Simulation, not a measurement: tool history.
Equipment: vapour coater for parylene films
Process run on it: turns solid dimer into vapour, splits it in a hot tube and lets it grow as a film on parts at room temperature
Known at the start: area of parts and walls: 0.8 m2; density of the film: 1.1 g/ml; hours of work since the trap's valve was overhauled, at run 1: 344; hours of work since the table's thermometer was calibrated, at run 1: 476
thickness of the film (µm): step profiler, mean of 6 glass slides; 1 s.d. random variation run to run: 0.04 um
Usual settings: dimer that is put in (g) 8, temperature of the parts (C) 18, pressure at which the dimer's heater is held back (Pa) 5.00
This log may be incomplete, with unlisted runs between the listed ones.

run	hour	dimer that is put in (g)	temperature of the parts (C)	pressure at which the dimer's heater is held back (Pa)	hours of work since the trap's valve was overhauled	hours of work since the table's thermometer was calibrated	thickness of the film (µm)
1	0.0	8	18	5.00	344	476	5.68
2	20.0	8	18	5.00	357	489	5.61
3	44.9	8	18	5.00	373	505	5.67
4	62.9	8	18	5.00	385	516	5.65
5	85.1	8	18	5.00	399	530	5.66
# hour 96.1: trap's valve overhauled
6	118.2	8	18	5.00	14	549	6.09
7	141.2	8	18	5.00	29	564	6.12
8	167.9	8	18	5.00	46	581	6.10
9	193.4	8	16	5.00	62	597	6.22
10	222.6	8	21	5.00	81	616	5.70
11	257.1	8	21	5.00	103	638	5.69
12	288.8	8	18	4.42	124	658	5.99
13	323.1	5	18	5.00	146	680	3.71
14	341.0	5	18	5.00	157	692	3.70
15	357.0	5	18	5.00	167	702	3.75
16	384.3	8	18	4.83	185	720	5.86
17	402.3	8	18	4.83	196	731	5.91
18	418.7	8	15	5.00	207	742	6.19
19	439.7	8	18	2.59	220	755	6.12
20	469.8	8	12	5.00	240	774	6.47
21	500.1	8	18	5.00	259	794	5.78
22	530.1	8	18	5.00	278	813	5.81
23	554.4	8	18	5.00	294	829	5.78
24	580.4	5	18	5.00	310	845	3.61
25	605.8	5	18	5.00	327	862	3.57
26	640.2	5	18	5.00	349	884	3.52
27	665.8	8	18	7.12	365	900	5.53
28	695.5	4	18	10.92	384	919	2.69
29	713.4	5	18	5.00	396	931	3.56
# hour 729.3: trap's valve overhauled
30	750.6	5	11	5.00	14	952	4.37
31	777.4	5	11	5.00	31	969	4.30
32	805.7	5	22	3.04	49	987	3.66
33	823.4	8	19	2.02	60	999	6.35
34	840.9	8	23	2.46	72	1010	5.82
35	865.7	4	13	2.46	87	1026	3.41
36	894.3	10	10	10.40	106	1044	8.18
37	913.8	9	11	6.74	118	1056	7.44
38	932.8	4	18	10.67	131	1069	2.82
39	954.5	4	14	3.70	144	1083	3.26
40	975.8	8	18	2.81	158	1096	6.22
41	1002.7	8	26	2.16	175	1113	5.43
42	1022.3	8	26	2.16	188	1126	5.43
43	1038.4	5	25	2.11	198	1136	3.50
# hour 1051.5: table's thermometer calibrated
44	1069.6	3	18	8.66	218	12	2.08
45	1086.5	3	18	8.66	228	22	2.09
46	1121.7	8	10	5.00	251	45	6.63
47	1144.3	8	25	5.00	265	60	4.99

Across each entry between runs, compare the hidden state at the last listed run before it with the hidden state at the first listed run after it:
Runs 5 to 6: trap's valve overhauled (hour 96.1)
  vapour lost through the trap's worn valve, %: 8.4 -> 0.5; true temperature of the parts over the reading, C: -0.29 -> -0.31
  what was measured, less what the result would be without the hidden state, thickness of the film (µm): -0.49 -> +0.00
Runs 29 to 30: trap's valve overhauled (hour 729.3)
  vapour lost through the trap's worn valve, %: 8.5 -> 0.6; true temperature of the parts over the reading, C: -0.55 -> -0.56
  what was measured, less what the result would be without the hidden state, thickness of the film (µm): -0.29 -> +0.02
Runs 43 to 44: table's thermometer calibrated (hour 1051.5)
  vapour lost through the trap's worn valve, %: 4.5 -> 4.9; true temperature of the parts over the reading, C: -0.68 -> 0.12
  what was measured, less what the result would be without the hidden state, thickness of the film (µm): -0.12 -> -0.11
